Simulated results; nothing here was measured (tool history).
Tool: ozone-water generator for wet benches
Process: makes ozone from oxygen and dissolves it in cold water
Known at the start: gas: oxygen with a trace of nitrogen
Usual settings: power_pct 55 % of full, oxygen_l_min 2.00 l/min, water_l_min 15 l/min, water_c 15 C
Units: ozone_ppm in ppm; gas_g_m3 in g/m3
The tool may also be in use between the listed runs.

run    hour  power_pct  oxygen_l_min  water_l_min  water_c  ozone_ppm  gas_g_m3
  1     0.0         55          2.00           15       15       15.7     199.6
  2   104.8         55          2.00           15        9       16.8     198.1
  3   251.0         55          2.00           15        9       16.7     198.6
      302.0  -- contactor cleaned
  4   329.9         55          2.00           15        9       16.7     200.6
  5   513.4         55          2.00           15        9       16.5     196.9
  6   678.8         55          2.00           15       15       16.1     198.3
      777.2  -- water thermometer calibrated
  7   832.1         55          2.00           15       15       15.9     200.1
  8  1005.3         55          2.85           15       15       17.4     169.7
  9  1150.1         55          2.85           15       15       17.2     170.0
 10  1226.6         55          2.85           16       15       16.4     168.4
 11  1362.3         55          2.00           10       15       22.3     197.6
 12  1495.9         55          1.25           15       15       13.7     243.8
 13  1668.2         55          1.25           15       15       13.6     243.1
 14  1805.7         55          1.25           15       15       13.5     242.6
 15  1984.3         55          1.25           15       15       13.7     243.8
 16  2095.1         55          2.00           15       15       15.7     194.2
 17  2176.0         50          2.89           12       11       20.3     155.4
 18  2344.7         55          3.28           15       15       17.8     157.8
 19  2419.0         55          3.28           15       15       17.9     158.1
 20  2505.0         89          1.25           19        9       15.9     347.3
 21  2644.8         83          2.11           14       19       22.5     264.1
 22  2818.4         89          1.58           14       14       23.1     318.9
 23  2971.4         75          1.81           15       15       19.6     260.3
 24  3128.6         80          1.81           15       15       20.5     274.2
 25  3259.8         54          1.81           15        8       16.1     202.3
 26  3389.0         54          1.81           15        8       16.1     200.7
 27  3529.5         98          2.23           18        8       22.6     293.3
 28  3664.5         98          2.23           18        8       22.5     290.2
 29  3804.8         55          2.37           15       10       17.4     179.9
 30  3977.4         55          2.37           15       10       17.1     180.0
 31  4088.9         45          2.37           15       10       14.7     152.4
 32  4215.4         55          2.75           21       10       13.1     168.7

Predict each of these 5 candidate next runs independently; none follows another, all start after run 32:
  A  4332.0         58          2.15           23       10          ?         ?
  B  4332.0         93          2.00           15       15          ?         ?
  C  4332.0         55          2.00           16       13          ?         ?
  D  4332.0         55          2.01           21        8          ?         ?
  E  4332.0         43          1.22           15       10          ?         ?

run  ozone_ppm  gas_g_m3
  A       11.5     195.8
  B       23.6     293.6
  C       15.2     196.8
  D       12.2     193.5
  E       11.5     199.2
With the hidden condition removed and each run's random variation left untouched, the same runs would have given:
run  ozone_ppm  gas_g_m3
  A       11.6     201.1
  B       23.7     301.8
  C       15.2     202.1
  D       12.3     198.7
  E       11.5     204.4

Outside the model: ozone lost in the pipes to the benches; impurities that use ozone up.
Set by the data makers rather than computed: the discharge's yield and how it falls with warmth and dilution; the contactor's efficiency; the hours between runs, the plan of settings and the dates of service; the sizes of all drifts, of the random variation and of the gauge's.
